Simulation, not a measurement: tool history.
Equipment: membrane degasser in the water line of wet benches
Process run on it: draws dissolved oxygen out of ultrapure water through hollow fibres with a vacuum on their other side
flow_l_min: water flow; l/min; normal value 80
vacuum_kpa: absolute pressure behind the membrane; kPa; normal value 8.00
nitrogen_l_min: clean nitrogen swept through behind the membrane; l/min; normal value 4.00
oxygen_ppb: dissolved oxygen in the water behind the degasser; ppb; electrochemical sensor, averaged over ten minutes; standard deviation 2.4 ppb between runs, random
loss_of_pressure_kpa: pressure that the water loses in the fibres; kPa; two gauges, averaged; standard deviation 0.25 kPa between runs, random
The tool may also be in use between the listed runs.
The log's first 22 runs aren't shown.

run,hour,flow_l_min,vacuum_kpa,nitrogen_l_min,oxygen_ppb,loss_of_pressure_kpa
23,3432.7,81,7.97,3.52,267.6,70.31
24,3584.7,89,8.62,2.65,414.0,77.25
25,3718.1,89,16.09,2.30,957.4,76.73
26,3925.1,79,9.15,6.59,200.5,68.89
27,4075.1,119,7.36,4.41,357.9,103.93
28,4239.0,119,7.36,4.41,359.9,104.21
29,4455.0,48,19.64,7.49,254.5,41.71
30,4580.2,48,19.64,7.49,252.7,41.97
31,4794.5,48,19.64,7.49,250.7,42.35
32,4893.5,85,15.42,4.00,585.9,74.01

Here are 3 independent what-if runs from the current tool condition. What would each one return?
A,5000.1,97,8.00,9.39,?,?
B,5000.1,53,16.70,4.61,?,?
C,5000.1,85,8.08,4.00,?,?

run,oxygen_ppb,loss_of_pressure_kpa
A,187.0,84.83
B,363.3,46.67
C,274.6,74.28
With the hidden condition removed and each run's random variation left untouched, the same runs would have given:
run,oxygen_ppb,loss_of_pressure_kpa
A,166.0,79.81
B,356.7,43.90
C,256.4,69.86

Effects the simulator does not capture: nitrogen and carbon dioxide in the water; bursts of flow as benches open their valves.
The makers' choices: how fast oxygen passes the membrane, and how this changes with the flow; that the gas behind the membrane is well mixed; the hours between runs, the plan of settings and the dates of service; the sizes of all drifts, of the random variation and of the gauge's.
